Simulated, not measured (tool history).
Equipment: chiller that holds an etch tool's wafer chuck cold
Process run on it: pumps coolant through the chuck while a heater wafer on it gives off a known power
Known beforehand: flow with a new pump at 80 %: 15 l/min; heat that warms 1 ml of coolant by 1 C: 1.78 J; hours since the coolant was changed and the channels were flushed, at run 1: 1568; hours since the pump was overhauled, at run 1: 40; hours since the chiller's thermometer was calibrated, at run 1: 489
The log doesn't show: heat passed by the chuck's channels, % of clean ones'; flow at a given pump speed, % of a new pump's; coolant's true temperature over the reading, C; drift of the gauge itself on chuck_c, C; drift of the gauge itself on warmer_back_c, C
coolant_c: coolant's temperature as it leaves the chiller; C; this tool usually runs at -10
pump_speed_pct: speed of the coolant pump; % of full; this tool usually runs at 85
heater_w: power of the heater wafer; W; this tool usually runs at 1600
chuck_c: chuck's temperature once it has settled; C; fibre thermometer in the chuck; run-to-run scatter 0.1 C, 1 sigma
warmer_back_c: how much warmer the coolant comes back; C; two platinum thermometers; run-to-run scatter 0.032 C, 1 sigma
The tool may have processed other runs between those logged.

run,hour,coolant_c,pump_speed_pct,heater_w,hours since the coolant was changed and the channels were flushed,hours since the pump was overhauled,hours since the chiller's thermometer was calibrated,chuck_c,warmer_back_c
1,0,-10,85,1600,1568,40,489,1.9,3.33
2,30.8,-10,85,1600,1599,71,520,1.9,3.34
3,48.1,-10,85,1600,1616,88,538,1.9,3.36
4,76.3,-10,85,1600,1644,116,566,1.6,3.39
5,112.1,-10,85,1600,1680,152,601,1.9,3.41
6,135.8,-10,85,1600,1704,176,625,1.8,3.37
7,174,-10,85,1600,1742,214,663,2,3.35
8,195.1,-10,85,1600,1763,235,684,1.9,3.38
9,220.4,-10,85,1040,1789,260,710,-2.2,2.18
10,248.5,-10,85,1040,1817,289,738,-2.4,2.18
11,265.8,-10,85,1040,1834,306,755,-2.2,2.24
12,294.3,-4,63,1320,1862,334,784,8.6,3.81
13,322.5,-7,63,837,1891,362,812,1.1,2.41
14,341.2,-6,85,1600,1909,381,831,6.1,3.37
15,369.7,-17,85,1600,1938,410,859,-5.1,3.38
16,398.8,-17,85,1600,1967,439,888,-5,3.38

What will run 17 give?
17,418.7,-20,63,1600,1987,459,908,?,?

For run 17 the tool returned chuck_c -4.8 C, warmer_back_c 4.6 C.
Take away the tool's hidden state, keep the run-to-run variation as it was, and the same run would have given chuck_c -5.7 C, warmer_back_c 4.58 C.
